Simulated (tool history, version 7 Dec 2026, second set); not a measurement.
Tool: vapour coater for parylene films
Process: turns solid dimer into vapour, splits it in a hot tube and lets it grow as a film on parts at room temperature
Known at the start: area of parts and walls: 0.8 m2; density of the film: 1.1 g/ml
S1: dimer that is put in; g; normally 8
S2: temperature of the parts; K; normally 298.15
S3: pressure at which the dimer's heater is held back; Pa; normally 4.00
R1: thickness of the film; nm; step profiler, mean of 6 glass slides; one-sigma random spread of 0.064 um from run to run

| run | hour | S1 | S2 | S3 | R1 |
|---|---|---|---|---|---|
| 1 | 0.0 | 8 | 298.15 | 4.00 | 6770 |
| 2 | 44.5 | 8 | 296.15 | 4.00 | 6950 |
|  | 86.7 | trap's valve overhauled |
| 3 | 120.2 | 8 | 296.15 | 4.00 | 7840 |
| 4 | 185.8 | 8 | 298.15 | 4.00 | 7260 |
| 5 | 263.8 | 8 | 298.15 | 4.00 | 7100 |
| 6 | 312.1 | 8 | 298.15 | 4.00 | 6960 |
| 7 | 349.1 | 8 | 298.15 | 4.00 | 6800 |
| 8 | 406.3 | 8 | 298.15 | 4.00 | 6620 |
|  | 455.0 | trap's valve overhauled |
| 9 | 455.5 | 3 | 291.15 | 4.41 | 3250 |
| 10 | 543.3 | 8 | 306.15 | 2.90 | 6440 |
| 11 | 581.3 | 8 | 306.15 | 2.90 | 6390 |
| 12 | 631.6 | 8 | 306.15 | 7.03 | 4980 |
| 13 | 677.6 | 8 | 306.15 | 7.03 | 4870 |
| 14 | 716.4 | 8 | 306.15 | 7.03 | 4880 |
| 15 | 777.2 | 12 | 291.15 | 4.58 | 11510 |
|  | 816.8 | trap's valve overhauled |
| 16 | 858.5 | 12 | 291.15 | 4.58 | 12750 |

Some steps in R1 between neighbouring runs. How much of each would the tool show without its hidden state too (settings, what came in, random variation), and how much is left for the hidden state, with any gauge scatter that isn't in both results?
The hidden state here: vapour lost through the trap's worn valve, %; true temperature of the parts over the reading, C; drift of the gauge itself on film_um, %.
Run 14 -> 15: S1 8 -> 12, S2 306.15 -> 291.15, S3 7.03 -> 4.58. R1 +6630 nm: hidden state -1040, all else +7670.
Run 15 -> 16: trap's valve overhauled. R1 +1240 nm: hidden state +1340, all else -100.
